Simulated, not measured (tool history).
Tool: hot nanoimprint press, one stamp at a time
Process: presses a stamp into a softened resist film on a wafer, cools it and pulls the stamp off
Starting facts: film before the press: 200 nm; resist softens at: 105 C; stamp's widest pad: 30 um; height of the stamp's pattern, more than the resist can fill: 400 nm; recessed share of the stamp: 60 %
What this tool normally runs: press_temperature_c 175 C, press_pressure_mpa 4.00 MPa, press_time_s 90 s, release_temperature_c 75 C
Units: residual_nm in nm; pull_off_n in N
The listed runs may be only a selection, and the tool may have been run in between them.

Run 1, hour 0.0: usual settings. Result: residual_nm 84.8 nm, pull_off_n 138 N.
Run 2, hour 15.5: usual settings. Result: residual_nm 84.9 nm, pull_off_n 141 N.
Run 3, hour 30.8: usual settings. Result: residual_nm 85.2 nm, pull_off_n 137 N.
Run 4, hour 39.3: usual settings but release_temperature_c 80 C. Result: residual_nm 85.0 nm, pull_off_n 123 N.
Run 5, hour 47.1: usual settings but release_temperature_c 80 C. Result: residual_nm 84.8 nm, pull_off_n 122 N.
Run 6, hour 66.5: usual settings. Result: residual_nm 85.0 nm, pull_off_n 140 N.
Run 7, hour 79.1: usual settings but press_temperature_c 182 C. Result: residual_nm 68.8 nm, pull_off_n 139 N.
Run 8, hour 89.3: usual settings but press_temperature_c 182 C, press_pressure_mpa 2.58 MPa. Result: residual_nm 83.3 nm, pull_off_n 143 N.
Run 9, hour 99.0: usual settings but press_temperature_c 182 C, press_pressure_mpa 2.58 MPa. Result: residual_nm 82.8 nm, pull_off_n 143 N.
Run 10, hour 110.8: usual settings but press_temperature_c 182 C, press_pressure_mpa 2.58 MPa, press_time_s 172 s. Result: residual_nm 62.0 nm, pull_off_n 144 N.
Run 11, hour 134.4: usual settings but press_temperature_c 182 C, press_pressure_mpa 2.58 MPa, press_time_s 172 s. Result: residual_nm 62.6 nm, pull_off_n 105 N.
Run 12, hour 148.0: usual settings. Result: residual_nm 84.4 nm, pull_off_n 107 N.
Run 13, hour 164.6: usual settings but press_pressure_mpa 4.18 MPa. Result: residual_nm 83.1 nm, pull_off_n 110 N.
Run 14, hour 181.4: usual settings but release_temperature_c 67 C. Result: residual_nm 84.1 nm, pull_off_n 126 N.
Run 15, hour 196.7: usual settings. Result: residual_nm 84.5 nm, pull_off_n 111 N.
Run 16, hour 213.3: usual settings but press_temperature_c 174 C, press_pressure_mpa 4.79 MPa. Result: residual_nm 80.8 nm, pull_off_n 107 N.
Run 17, hour 230.6: usual settings but press_temperature_c 174 C, press_pressure_mpa 4.21 MPa, release_temperature_c 70 C. Result: residual_nm 85.1 nm, pull_off_n 123 N.
Run 18, hour 241.7: usual settings but press_temperature_c 164 C, press_pressure_mpa 2.53 MPa, release_temperature_c 68 C. Result: residual_nm 134.9 nm, pull_off_n 131 N.
Run 19, hour 255.2: usual settings but press_time_s 140 s. Result: residual_nm 69.3 nm, pull_off_n 112 N.
Run 20, hour 265.8: usual settings but press_temperature_c 168 C, press_pressure_mpa 4.76 MPa, press_time_s 46 s, release_temperature_c 60 C. Result: residual_nm 123.0 nm, pull_off_n 153 N.
Run 21, hour 283.0: usual settings but press_temperature_c 168 C, press_pressure_mpa 4.76 MPa, press_time_s 46 s, release_temperature_c 60 C. Result: residual_nm 122.4 nm, pull_off_n 159 N.
Run 22, hour 299.7: usual settings but press_temperature_c 184 C, press_pressure_mpa 5.71 MPa, press_time_s 94 s, release_temperature_c 74 C. Result: residual_nm 53.1 nm, pull_off_n 114 N.
Run 23, hour 315.0: usual settings but press_temperature_c 184 C, press_pressure_mpa 5.71 MPa, press_time_s 94 s, release_temperature_c 74 C. Result: residual_nm 53.6 nm, pull_off_n 115 N.
Run 24, hour 322.9: usual settings but press_temperature_c 165 C, press_pressure_mpa 5.73 MPa, press_time_s 94 s, release_temperature_c 74 C. Result: residual_nm 97.8 nm, pull_off_n 114 N.
Run 25, hour 341.9: usual settings but press_pressure_mpa 2.50 MPa. Result: residual_nm 100.1 nm, pull_off_n 115 N.
Run 26, hour 359.1: usual settings but press_pressure_mpa 3.69 MPa, press_time_s 60 s. Result: residual_nm 103.8 nm, pull_off_n 119 N.
Run 27, hour 373.0: usual settings but press_temperature_c 164 C, press_pressure_mpa 4.05 MPa, press_time_s 50 s. Result: residual_nm 139.9 nm, pull_off_n 119 N.
Run 28, hour 390.2: usual settings but press_pressure_mpa 5.82 MPa, press_time_s 57 s. Result: residual_nm 88.4 nm, pull_off_n 120 N.
Run 29, hour 406.1: usual settings but press_pressure_mpa 5.82 MPa, press_time_s 105 s, release_temperature_c 61 C. Result: residual_nm 68.4 nm, pull_off_n 165 N.
Run 30, hour 414.3: usual settings but press_pressure_mpa 5.82 MPa, press_time_s 105 s, release_temperature_c 71 C. Result: residual_nm 67.9 nm, pull_off_n 133 N.

Between the runs listed above, the log contained 3 entries, not reproduced here. Where in the sequence does each belong, and how does what the log doesn't record of the tool's condition differ from the listed run before to the listed run after?
Logged between run 10 and run 11: stamp cleaned and given a new release coat (hour 121.1)
  true temperature over the reading, C: 0.14 -> 0.18; pressure that arrives at the usual setting, %: 99.99 -> 99.92; grip of the stamp's worn release coat, % over a new coat's: 36 -> 0.7
  difference, measured minus the result without the unlogged condition, residual_nm: -0.2 -> -0.4 nm; pull_off_n: +38 -> +0 N
Logged between run 20 and run 21: plate thermocouple calibrated (hour 269.8)
  true temperature over the reading, C: 0.46 -> 0.6; pressure that arrives at the usual setting, %: 99.45 -> 99.4; grip of the stamp's worn release coat, % over a new coat's: 7 -> 7.7
  difference, measured minus the result without the unlogged condition, residual_nm: -1.2 -> -1.6 nm; pull_off_n: +9 -> +10 N
Logged between run 25 and run 26: plate thermocouple calibrated, once more (hour 354.2)
  true temperature over the reading, C: 0.72 -> -0.04; pressure that arrives at the usual setting, %: 99.18 -> 99.13; grip of the stamp's worn release coat, % over a new coat's: 10.6 -> 11.3
  difference, measured minus the result without the unlogged condition, residual_nm: -1.8 -> +0.4 nm; pull_off_n: +9 -> +12 N
